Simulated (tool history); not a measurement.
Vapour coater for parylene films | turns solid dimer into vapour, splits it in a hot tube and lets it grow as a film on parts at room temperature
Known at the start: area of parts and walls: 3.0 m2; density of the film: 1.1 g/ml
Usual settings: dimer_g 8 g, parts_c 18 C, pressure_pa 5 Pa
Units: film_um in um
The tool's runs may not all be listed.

run	hour	dimer_g	parts_c	pressure_pa	film_um
1	0	8	18	5	1.126
2	20.9	8	18	5	1.132
3	48.1	7	18	5	0.982
4	86.6	7	18	5	0.979
5	114.6	8	12	5	1.402
6	138.1	8	18	5	1.12
7	155.3	8	18	5	1.117
8	187.4	8	14	5	1.284
9	207.2	8	14	5	1.277
10	237.1	8	14	5	1.274
11	270.9	8	14	5	1.273
12	293.4	8	14	5	1.266
# hour 314.1: trap's valve overhauled
13	335.7	8	14	5	1.32
14	376	4	18	4.52	0.57
15	405	12	11	5	2.191
16	436.9	12	11	5	2.181
17	466.5	12	11	5	2.171
18	506.1	12	11	5	2.174
19	534.5	12	11	5	2.155
20	553.7	7	17	5.59	0.998
21	578	7	17	5.59	0.995
22	612.4	11	27	8.07	1.051
23	631.3	3	27	8.32	0.286
24	665.7	3	27	8.32	0.285
25	689	9	25	6.67	0.924
26	723	7	11	2.24	1.309

5 ways to go on from here, each from the tool as it stands after run 26. What would each give?
A	763.2	7	23	2.24	?
B	763.2	3	17	6.86	?
C	763.2	7	17	2.24	?
D	763.2	6	22	9.43	?
E	763.2	12	18	2.24	?

run	film_um
A	0.834
B	0.413
C	1.037
D	0.664
E	1.715
Without the tool's hidden state the same runs would have given:
run	film_um
A	0.89
B	0.441
C	1.107
D	0.709
E	1.831

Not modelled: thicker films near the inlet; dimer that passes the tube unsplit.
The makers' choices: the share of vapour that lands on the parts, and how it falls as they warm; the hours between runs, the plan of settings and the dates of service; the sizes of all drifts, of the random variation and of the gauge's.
